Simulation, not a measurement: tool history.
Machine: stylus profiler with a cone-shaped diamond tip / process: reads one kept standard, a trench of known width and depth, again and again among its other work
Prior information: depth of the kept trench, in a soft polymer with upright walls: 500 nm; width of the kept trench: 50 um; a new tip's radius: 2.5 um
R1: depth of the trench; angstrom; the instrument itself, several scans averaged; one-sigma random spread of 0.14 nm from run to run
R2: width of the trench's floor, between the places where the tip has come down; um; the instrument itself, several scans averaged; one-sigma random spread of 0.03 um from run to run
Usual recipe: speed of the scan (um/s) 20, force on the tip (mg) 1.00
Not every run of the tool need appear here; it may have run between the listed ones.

Run 1, day 0.000: usual settings. Result: R1 5036.4 angstrom, R2 45.60 um.
Run 2, day 1.954: usual settings. Result: R1 5039.6 angstrom, R2 45.52 um.
Run 3, day 4.450: usual settings. Result: R1 5040.9 angstrom, R2 45.51 um.
Run 4, day 6.100: usual settings. Result: R1 5039.4 angstrom, R2 45.50 um.
Run 5, day 7.354: usual settings. Result: R1 5040.7 angstrom, R2 45.47 um.
Run 6, day 10.175: usual settings but speed of the scan (um/s) 17. Result: R1 5041.7 angstrom, R2 45.42 um.
Run 7, day 11.517: usual settings but speed of the scan (um/s) 17. Result: R1 5040.5 angstrom, R2 45.47 um.
Run 8, day 13.204: usual settings but speed of the scan (um/s) 17. Result: R1 5040.9 angstrom, R2 45.46 um.
At day 13.504: height scale calibrated on a step standard.
Run 9, day 15.142: usual settings. Result: R1 5043.9 angstrom, R2 45.39 um.
Run 10, day 16.854: usual settings. Result: R1 5047.1 angstrom, R2 45.36 um.
Run 11, day 18.833: usual settings. Result: R1 5046.1 angstrom, R2 45.34 um.
Run 12, day 21.171: usual settings but speed of the scan (um/s) 5, force on the tip (mg) 0.55. Result: R1 5039.5 angstrom, R2 45.34 um.
Run 13, day 23.762: usual settings but speed of the scan (um/s) 34, force on the tip (mg) 1.40. Result: R1 5053.1 angstrom, R2 45.32 um.
Run 14, day 26.296: usual settings but speed of the scan (um/s) 5, force on the tip (mg) 0.39. Result: R1 5033.1 angstrom, R2 45.36 um.
At day 26.800: height scale calibrated on a step standard, once more.
Run 15, day 29.350: usual settings but speed of the scan (um/s) 5, force on the tip (mg) 0.39. Result: R1 5016.1 angstrom, R2 45.25 um.
Run 16, day 31.979: usual settings but speed of the scan (um/s) 6, force on the tip (mg) 0.39. Result: R1 5017.3 angstrom, R2 45.18 um.
Run 17, day 33.338: usual settings but speed of the scan (um/s) 76, force on the tip (mg) 0.39. Result: R1 5016.5 angstrom, R2 44.90 um.
Run 18, day 35.992: usual settings but speed of the scan (um/s) 12, force on the tip (mg) 0.50. Result: R1 5019.7 angstrom, R2 45.17 um.
Run 19, day 38.900: usual settings but speed of the scan (um/s) 12, force on the tip (mg) 0.50. Result: R1 5020.6 angstrom, R2 45.17 um.
Run 20, day 40.775: usual settings but speed of the scan (um/s) 12, force on the tip (mg) 0.50. Result: R1 5020.1 angstrom, R2 45.11 um.
Run 21, day 42.962: usual settings but speed of the scan (um/s) 8, force on the tip (mg) 0.46. Result: R1 5020.1 angstrom, R2 45.16 um.
Run 22, day 45.988: usual settings but speed of the scan (um/s) 8, force on the tip (mg) 0.46. Result: R1 5020.2 angstrom, R2 44.99 um.

Alternative continuations, all from the tool just after run 22; predict every row:
Run A, day 48.533: usual settings but speed of the scan (um/s) 11, force on the tip (mg) 2.76. Result: R1 ?, R2 ?.
Run B, day 48.533: usual settings but speed of the scan (um/s) 6, force on the tip (mg) 2.89. Result: R1 ?, R2 ?.
Run C, day 48.533: usual settings but speed of the scan (um/s) 29, force on the tip (mg) 0.96. Result: R1 ?, R2 ?.
Run D, day 48.533: usual settings but speed of the scan (um/s) 22, force on the tip (mg) 1.71. Result: R1 ?, R2 ?.

run      R1     R2
  A  5060.4  45.10
  B  5059.2  45.12
  C  5031.2  45.08
  D  5044.9  45.07
Stripped of hidden state, with their random variation kept, the same runs would have yielded:
run      R1     R2
  A  5055.9  46.98
  B  5054.7  47.01
  C  5026.8  46.97
  D  5040.4  46.95
